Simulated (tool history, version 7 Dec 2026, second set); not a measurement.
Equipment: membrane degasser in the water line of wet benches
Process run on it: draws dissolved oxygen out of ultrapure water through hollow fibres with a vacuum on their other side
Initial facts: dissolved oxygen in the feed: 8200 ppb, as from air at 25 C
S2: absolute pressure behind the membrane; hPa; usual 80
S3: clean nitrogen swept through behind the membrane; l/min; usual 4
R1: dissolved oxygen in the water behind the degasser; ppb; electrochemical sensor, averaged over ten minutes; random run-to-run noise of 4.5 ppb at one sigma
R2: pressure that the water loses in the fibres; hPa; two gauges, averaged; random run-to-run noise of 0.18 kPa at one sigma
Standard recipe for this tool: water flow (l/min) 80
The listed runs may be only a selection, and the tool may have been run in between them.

run 1 hour=0 | water_flow_(l/min)=80 S2=80 S3=4 | R1=479.7 R2=316.1
run 2 hour=200.6 | water_flow_(l/min)=103 S2=80 S3=4 | R1=683.4 R2=406.6
run 3 hour=362.5 | water_flow_(l/min)=103 S2=80 S3=4 | R1=700.4 R2=410.8
run 4 hour=533.4 | water_flow_(l/min)=103 S2=80 S3=4 | R1=676.8 R2=404.9
run 5 hour=631.8 | water_flow_(l/min)=80 S2=105.3 S3=4 | R1=588.5 R2=317.3
run 6 hour=795.2 | water_flow_(l/min)=90 S2=80 S3=4 | R1=577.6 R2=356.9
run 7 hour=1003.5 | water_flow_(l/min)=90 S2=80 S3=4 | R1=576.4 R2=359.3
run 8 hour=1139.5 | water_flow_(l/min)=76 S2=80 S3=4 | R1=454.1 R2=300.5
run 9 hour=1358 | water_flow_(l/min)=74 S2=80 S3=3.93 | R1=442.4 R2=294.3
run 10 hour=1552.6 | water_flow_(l/min)=112 S2=91.3 S3=8.11 | R1=695 R2=449.5
run 11 hour=1764.1 | water_flow_(l/min)=112 S2=67.8 S3=11.94 | R1=600.9 R2=452.3

What if the next run were any one of these 5? Each begins from the tool's condition after run 11:
run A hour=1884.6 | water_flow_(l/min)=63 S2=84.7 S3=11.94 | R1=? R2=?
run B hour=1884.6 | water_flow_(l/min)=49 S2=58.1 S3=3.51 | R1=? R2=?
run C hour=1884.6 | water_flow_(l/min)=79 S2=112.3 S3=4 | R1=? R2=?
run D hour=1884.6 | water_flow_(l/min)=112 S2=102.1 S3=3.81 | R1=? R2=?
run E hour=1884.6 | water_flow_(l/min)=61 S2=80 S3=1.81 | R1=? R2=?

run=A R1=242.9 R2=251.1
run=B R1=187.9 R2=196
run=C R1=614.2 R2=314.7
run=D R1=923.8 R2=443.6
run=E R1=487.3 R2=239.9
Had the tool no hidden state, the same runs would have come out as:
run=A R1=207.1 R2=237.8
run=B R1=161 R2=185.7
run=C R1=561.6 R2=298
run=D R1=845.5 R2=419.9
run=E R1=446.6 R2=227

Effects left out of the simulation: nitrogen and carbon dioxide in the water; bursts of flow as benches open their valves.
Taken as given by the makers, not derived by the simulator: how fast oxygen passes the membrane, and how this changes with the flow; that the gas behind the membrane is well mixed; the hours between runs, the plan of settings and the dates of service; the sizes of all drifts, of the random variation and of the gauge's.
